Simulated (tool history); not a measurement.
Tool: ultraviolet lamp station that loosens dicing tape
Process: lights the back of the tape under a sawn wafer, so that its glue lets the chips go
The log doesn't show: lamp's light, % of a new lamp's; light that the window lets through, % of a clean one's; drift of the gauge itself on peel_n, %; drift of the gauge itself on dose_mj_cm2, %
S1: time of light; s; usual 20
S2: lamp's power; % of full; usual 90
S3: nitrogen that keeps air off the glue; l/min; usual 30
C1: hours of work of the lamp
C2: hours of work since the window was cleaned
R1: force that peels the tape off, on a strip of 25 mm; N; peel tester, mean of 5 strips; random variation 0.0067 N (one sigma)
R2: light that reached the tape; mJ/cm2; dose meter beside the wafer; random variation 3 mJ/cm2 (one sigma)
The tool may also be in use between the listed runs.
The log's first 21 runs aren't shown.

{"run": 22, "day": 30.804, "S1": 20, "S2": 93, "S3": 19, "C1": 313, "C2": 184, "R1": 0.535, "R2": 375}
{"run": 23, "day": 31.975, "S1": 25, "S2": 62, "S3": 12, "C1": 335, "C2": 206, "R1": 1.177, "R2": 302}
{"run": 24, "day": 33.562, "S1": 20, "S2": 75, "S3": 18, "C1": 365, "C2": 235, "R1": 0.959, "R2": 285}
{"run": 25, "day": 35.025, "S1": 39, "S2": 90, "S3": 30, "C1": 392, "C2": 263, "R1": 0.138, "R2": 651}
{"run": 26, "day": 36.908, "S1": 18, "S2": 90, "S3": 16, "C1": 427, "C2": 298, "R1": 1.012, "R2": 294}
{"run": 27, "day": 38.108, "S1": 18, "S2": 90, "S3": 16, "C1": 450, "C2": 320, "R1": 1.037, "R2": 289}
{"run": 28, "day": 40.008, "S1": 18, "S2": 90, "S3": 16, "C1": 485, "C2": 356, "R1": 1.088, "R2": 274}
{"run": 29, "day": 41.488, "S1": 12, "S2": 83, "S3": 28, "C1": 513, "C2": 383, "R1": 1.628, "R2": 170}
{"day": 42.642, "done": "window cleaned of glue's vapour"}
{"run": 30, "day": 43.633, "S1": 33, "S2": 96, "S3": 30, "C1": 552, "C2": 19, "R1": 0.158, "R2": 537}
{"run": 31, "day": 44.871, "S1": 23, "S2": 96, "S3": 30, "C1": 576, "C2": 42, "R1": 0.339, "R2": 370}
{"run": 32, "day": 46.417, "S1": 20, "S2": 90, "S3": 34, "C1": 604, "C2": 70, "R1": 0.536, "R2": 296}
{"run": 33, "day": 47.692, "S1": 20, "S2": 90, "S3": 34, "C1": 628, "C2": 94, "R1": 0.563, "R2": 285}
{"run": 34, "day": 49.717, "S1": 11, "S2": 90, "S3": 34, "C1": 666, "C2": 132, "R1": 1.805, "R2": 153}
{"run": 35, "day": 51.342, "S1": 11, "S2": 90, "S3": 34, "C1": 696, "C2": 163, "R1": 1.846, "R2": 149}
{"run": 36, "day": 52.388, "S1": 15, "S2": 87, "S3": 12, "C1": 716, "C2": 182, "R1": 2.303, "R2": 190}

Forecast each of these 5 alternatives for the next run:
{"run": "A", "day": 53.312, "S1": 15, "S2": 87, "S3": 16, "C1": 733, "C2": 199, "R1": "?", "R2": "?"}
{"run": "B", "day": 53.312, "S1": 15, "S2": 87, "S3": 11, "C1": 733, "C2": 199, "R1": "?", "R2": "?"}
{"run": "C", "day": 53.312, "S1": 21, "S2": 90, "S3": 30, "C1": 733, "C2": 199, "R1": "?", "R2": "?"}
{"run": "D", "day": 53.312, "S1": 15, "S2": 91, "S3": 12, "C1": 733, "C2": 199, "R1": "?", "R2": "?"}
{"run": "E", "day": 53.312, "S1": 15, "S2": 96, "S3": 40, "C1": 733, "C2": 199, "R1": "?", "R2": "?"}

run=A R1=2.035 R2=187
run=B R1=2.459 R2=183
run=C R1=0.692 R2=260
run=D R1=2.173 R2=198
run=E R1=0.988 R2=204
Without the tool's hidden state the same runs would have given:
run=A R1=0.81 R2=331
run=B R1=1.099 R2=326
run=C R1=0.2 R2=464
run=D R1=0.914 R2=349
run=E R1=0.29 R2=363
